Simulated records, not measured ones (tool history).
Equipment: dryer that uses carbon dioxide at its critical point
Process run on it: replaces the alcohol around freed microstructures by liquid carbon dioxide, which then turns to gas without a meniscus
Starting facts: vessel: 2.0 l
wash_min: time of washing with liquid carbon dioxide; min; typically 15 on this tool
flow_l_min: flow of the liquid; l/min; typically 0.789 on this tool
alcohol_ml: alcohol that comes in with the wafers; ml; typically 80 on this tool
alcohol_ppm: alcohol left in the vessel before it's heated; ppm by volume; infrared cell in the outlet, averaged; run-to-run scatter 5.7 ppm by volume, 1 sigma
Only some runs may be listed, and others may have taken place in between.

run 1 hour=0.0 | wash_min=15 flow_l_min=0.789 alcohol_ml=80 | alcohol_ppm=355
run 2 hour=46.5 | wash_min=15 flow_l_min=0.789 alcohol_ml=80 | alcohol_ppm=368
run 3 hour=76.0 | wash_min=10 flow_l_min=0.789 alcohol_ml=80 | alcohol_ppm=1357
run 4 hour=110.9 | wash_min=15 flow_l_min=0.789 alcohol_ml=80 | alcohol_ppm=380
run 5 hour=153.8 | wash_min=15 flow_l_min=0.804 alcohol_ml=80 | alcohol_ppm=372
run 6 hour=180.1 | wash_min=15 flow_l_min=0.804 alcohol_ml=80 | alcohol_ppm=393
run 7 hour=218.4 | wash_min=15 flow_l_min=0.804 alcohol_ml=80 | alcohol_ppm=395
run 8 hour=246.8 | wash_min=15 flow_l_min=0.804 alcohol_ml=80 | alcohol_ppm=412
run 9 hour=277.9 | wash_min=15 flow_l_min=0.804 alcohol_ml=80 | alcohol_ppm=405
run 10 hour=331.9 | wash_min=15 flow_l_min=0.804 alcohol_ml=80 | alcohol_ppm=438
run 11 hour=362.5 | wash_min=15 flow_l_min=0.804 alcohol_ml=80 | alcohol_ppm=446
run 12 hour=416.2 | wash_min=15 flow_l_min=0.804 alcohol_ml=80 | alcohol_ppm=346
run 13 hour=446.3 | wash_min=15 flow_l_min=0.804 alcohol_ml=80 | alcohol_ppm=357
run 14 hour=494.7 | wash_min=15 flow_l_min=0.804 alcohol_ml=80 | alcohol_ppm=371
run 15 hour=553.5 | wash_min=10 flow_l_min=0.480 alcohol_ml=44 | alcohol_ppm=2793
run 16 hour=579.2 | wash_min=10 flow_l_min=0.480 alcohol_ml=44 | alcohol_ppm=2902
run 17 hour=609.3 | wash_min=15 flow_l_min=0.789 alcohol_ml=21 | alcohol_ppm=263
run 18 hour=656.7 | wash_min=15 flow_l_min=0.789 alcohol_ml=21 | alcohol_ppm=272
run 19 hour=712.9 | wash_min=15 flow_l_min=0.789 alcohol_ml=21 | alcohol_ppm=285
run 20 hour=748.5 | wash_min=21 flow_l_min=1.199 alcohol_ml=63 | alcohol_ppm=222
run 21 hour=805.0 | wash_min=21 flow_l_min=1.199 alcohol_ml=63 | alcohol_ppm=220
run 22 hour=831.9 | wash_min=21 flow_l_min=0.869 alcohol_ml=63 | alcohol_ppm=253
run 23 hour=857.8 | wash_min=18 flow_l_min=0.489 alcohol_ml=94 | alcohol_ppm=1465
run 24 hour=904.2 | wash_min=18 flow_l_min=0.489 alcohol_ml=94 | alcohol_ppm=1078
run 25 hour=941.3 | wash_min=10 flow_l_min=0.489 alcohol_ml=36 | alcohol_ppm=2205
run 26 hour=997.0 | wash_min=23 flow_l_min=0.646 alcohol_ml=36 | alcohol_ppm=253
run 27 hour=1034.9 | wash_min=10 flow_l_min=0.627 alcohol_ml=36 | alcohol_ppm=1377

Withheld: 2 entries from between the runs. Position of each, and hidden state at the listed run before versus the listed run after:
After run 11, before run 12: inlet filter changed (hour 416.2)
  flow that reaches the vessel past the clogged filter, %: 90.7 -> 100; alcohol in the recycled carbon dioxide, ppm: 191.2 -> 195.1
  what was measured, less what the result would be without the hidden state, alcohol_ppm: +286 -> +186 ppm by volume
After run 23, before run 24: inlet filter changed (hour 895.2)
  flow that reaches the vessel past the clogged filter, %: 90.2 -> 99.2; alcohol in the recycled carbon dioxide, ppm: 229.1 -> 232.7
  what was measured, less what the result would be without the hidden state, alcohol_ppm: +627 -> +249 ppm by volume
